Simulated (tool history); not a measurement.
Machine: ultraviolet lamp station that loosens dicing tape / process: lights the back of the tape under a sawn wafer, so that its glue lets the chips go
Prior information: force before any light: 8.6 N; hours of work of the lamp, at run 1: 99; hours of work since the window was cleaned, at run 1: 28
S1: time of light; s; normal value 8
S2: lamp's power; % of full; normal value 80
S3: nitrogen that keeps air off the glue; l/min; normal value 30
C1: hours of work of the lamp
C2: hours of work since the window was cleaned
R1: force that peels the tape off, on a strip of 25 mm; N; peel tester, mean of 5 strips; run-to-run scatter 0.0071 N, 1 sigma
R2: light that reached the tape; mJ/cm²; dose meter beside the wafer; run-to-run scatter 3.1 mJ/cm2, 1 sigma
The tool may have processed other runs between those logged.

run,day,S1,S2,S3,C1,C2,R1,R2
1,0,8,80,30,99,28,0.248,461
2,0.308,8,80,30,103,33,0.247,462
3,0.646,8,80,30,109,38,0.255,457
4,0.912,8,63,30,113,43,0.356,364
5,1.292,8,63,30,119,49,0.349,364
6,1.575,8,63,30,124,53,0.356,364
7,2.033,9,86,20,131,60,0.244,556
8,2.283,5,70,30,135,64,0.764,251
9,2.642,14,96,46,141,70,0.19,958
10,3.046,13,80,59,147,76,0.19,754
11,3.354,5,79,26,152,81,0.641,286
12,3.796,5,79,26,159,88,0.661,290

Here are 3 independent what-if runs from the current tool condition. What would each one return?
A,4.142,8,95,14,164,94,?,?
B,4.142,7,80,28,164,94,?,?
C,4.142,5,86,26,164,94,?,?

run,R1,R2
A,0.288,549
B,0.314,403
C,0.558,309
Had the tool no hidden state, the same runs would have come out as:
run,R1,R2
A,0.288,550
B,0.313,403
C,0.558,309
